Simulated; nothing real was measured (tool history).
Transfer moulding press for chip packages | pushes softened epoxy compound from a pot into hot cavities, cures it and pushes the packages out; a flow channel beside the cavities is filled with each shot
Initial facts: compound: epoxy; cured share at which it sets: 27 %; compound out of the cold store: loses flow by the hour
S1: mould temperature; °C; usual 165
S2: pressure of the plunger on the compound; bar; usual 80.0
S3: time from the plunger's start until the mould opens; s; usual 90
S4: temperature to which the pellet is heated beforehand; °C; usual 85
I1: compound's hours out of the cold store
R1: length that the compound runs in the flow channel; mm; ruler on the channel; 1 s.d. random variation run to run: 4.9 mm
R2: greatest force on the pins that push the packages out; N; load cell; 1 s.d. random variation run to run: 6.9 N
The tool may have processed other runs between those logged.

Run 1, day 0.000: usual settings; I1 21.9. Result: R1 920 mm, R2 304 N.
Run 2, day 2.338: usual settings; I1 28.8. Result: R1 883 mm, R2 441 N.
At day 2.875: cavities cleaned with cleaning compound and waxed.
Run 3, day 5.046: usual settings but S4 88 °C; I1 47.6. Result: R1 752 mm, R2 420 N.
At day 5.733: cavities cleaned with cleaning compound and waxed.
Run 4, day 7.604: usual settings but S4 88 °C; I1 36.7. Result: R1 805 mm, R2 403 N.
At day 8.696: cavities cleaned with cleaning compound and waxed.
Run 5, day 10.304: usual settings but S4 88 °C; I1 9.2. Result: R1 988 mm, R2 395 N.
At day 11.492: cavities cleaned with cleaning compound and waxed.
Run 6, day 12.629: usual settings but S4 88 °C; I1 26.2. Result: R1 862 mm, R2 365 N.
At day 14.262: cavities cleaned with cleaning compound and waxed.
Run 7, day 15.967: usual settings but S4 88 °C; I1 13.6. Result: R1 940 mm, R2 415 N.
At day 17.050: cavities cleaned with cleaning compound and waxed.
At day 17.796: plunger's sealing rings changed.
Run 8, day 19.267: usual settings but S4 88 °C; I1 47.1. Result: R1 767 mm, R2 414 N.
At day 20.129: cavities cleaned with cleaning compound and waxed.
Run 9, day 21.071: usual settings; I1 40.5. Result: R1 801 mm, R2 367 N.
Run 10, day 22.654: usual settings; I1 17.8. Result: R1 952 mm, R2 461 N.
At day 23.033: cavities cleaned with cleaning compound and waxed.
Run 11, day 25.479: usual settings; I1 17.1. Result: R1 955 mm, R2 450 N.
At day 26.017: cavities cleaned with cleaning compound and waxed.
At day 27.296: mould's thermocouples calibrated.
At day 29.075: cavities cleaned with cleaning compound and waxed.
Run 12, day 29.088: usual settings; I1 35.8. Result: R1 817 mm, R2 291 N.
At day 31.938: cavities cleaned with cleaning compound and waxed.
Run 13, day 31.962: usual settings but S3 103 s; I1 21.2. Result: R1 908 mm, R2 271 N.
Run 14, day 34.338: usual settings but S1 167 °C, S3 103 s, S4 94 °C; I1 40.4. Result: R1 768 mm, R2 396 N.
At day 34.796: cavities cleaned with cleaning compound and waxed.
Run 15, day 35.967: usual settings but S1 167 °C, S3 103 s, S4 94 °C; I1 12.9. Result: R1 952 mm, R2 346 N.
At day 37.538: cavities cleaned with cleaning compound and waxed.
Run 16, day 39.133: usual settings but S1 159 °C, S2 82.8 bar, S3 121 s, S4 91 °C; I1 23.5. Result: R1 909 mm, R2 386 N.
At day 40.450: cavities cleaned with cleaning compound and waxed.
At day 41.258: plunger's sealing rings changed.
Run 17, day 42.079: usual settings but S1 159 °C, S2 82.8 bar, S3 121 s, S4 91 °C; I1 26.4. Result: R1 932 mm, R2 371 N.
At day 43.400: cavities cleaned with cleaning compound and waxed.
Run 18, day 45.354: usual settings but S3 122 s, S4 81 °C; I1 16.5. Result: R1 957 mm, R2 377 N.
At day 46.271: cavities cleaned with cleaning compound and waxed.
Run 19, day 47.033: usual settings but S3 122 s, S4 81 °C; I1 11.5. Result: R1 995 mm, R2 310 N.
At day 49.050: cavities cleaned with cleaning compound and waxed.
Run 20, day 49.838: usual settings but S1 159 °C; I1 13.1. Result: R1 1001 mm, R2 501 N.
At day 51.862: cavities cleaned with cleaning compound and waxed.
Run 21, day 51.904: usual settings but S1 168 °C, S3 71 s, S4 92 °C; I1 41.1. Result: R1 782 mm, R2 323 N.
At day 54.758: cavities cleaned with cleaning compound and waxed.
Run 22, day 54.800: usual settings but S1 169 °C, S3 71 s, S4 78 °C; I1 36.9. Result: R1 797 mm, R2 311 N.
Run 23, day 56.775: usual settings but S1 171 °C, S2 79.7 bar, S3 111 s, S4 76 °C; I1 17.5. Result: R1 912 mm, R2 373 N.
At day 57.667: cavities cleaned with cleaning compound and waxed.
Run 24, day 59.662: usual settings but S1 164 °C, S2 89.6 bar, S3 119 s, S4 77 °C; I1 13.0. Result: R1 1022 mm, R2 366 N.
At day 60.433: cavities cleaned with cleaning compound and waxed.
Run 25, day 61.846: usual settings but S1 164 °C, S2 89.6 bar, S3 119 s, S4 77 °C; I1 44.2. Result: R1 801 mm, R2 352 N.
At day 63.142: cavities cleaned with cleaning compound and waxed.
At day 64.683: plunger's sealing rings changed.
Run 26, day 65.300: usual settings but S2 62.9 bar, S3 88 s, S4 83 °C; I1 25.4. Result: R1 807 mm, R2 425 N.

Here are 3 independent what-if runs from the current tool condition. What would each one return?
At day 66.167: cavities cleaned with cleaning compound and waxed.
Run A, day 67.712: usual settings but S1 161 °C, S4 82 °C; I1 36.9. Result: R1 ?, R2 ?.
At day 66.167: cavities cleaned with cleaning compound and waxed.
Run B, day 67.712: usual settings but S1 168 °C, S3 82 s; I1 13.1. Result: R1 ?, R2 ?.
At day 66.167: cavities cleaned with cleaning compound and waxed.
Run C, day 67.712: usual settings but S1 163 °C, S2 75.0 bar; I1 30.4. Result: R1 ?, R2 ?.

run   R1   R2
  A  846  475
  B  987  396
  C  852  396
What these runs would have given with no unlogged condition in the tool:
run   R1   R2
  A  849  333
  B  991  279
  C  856  276

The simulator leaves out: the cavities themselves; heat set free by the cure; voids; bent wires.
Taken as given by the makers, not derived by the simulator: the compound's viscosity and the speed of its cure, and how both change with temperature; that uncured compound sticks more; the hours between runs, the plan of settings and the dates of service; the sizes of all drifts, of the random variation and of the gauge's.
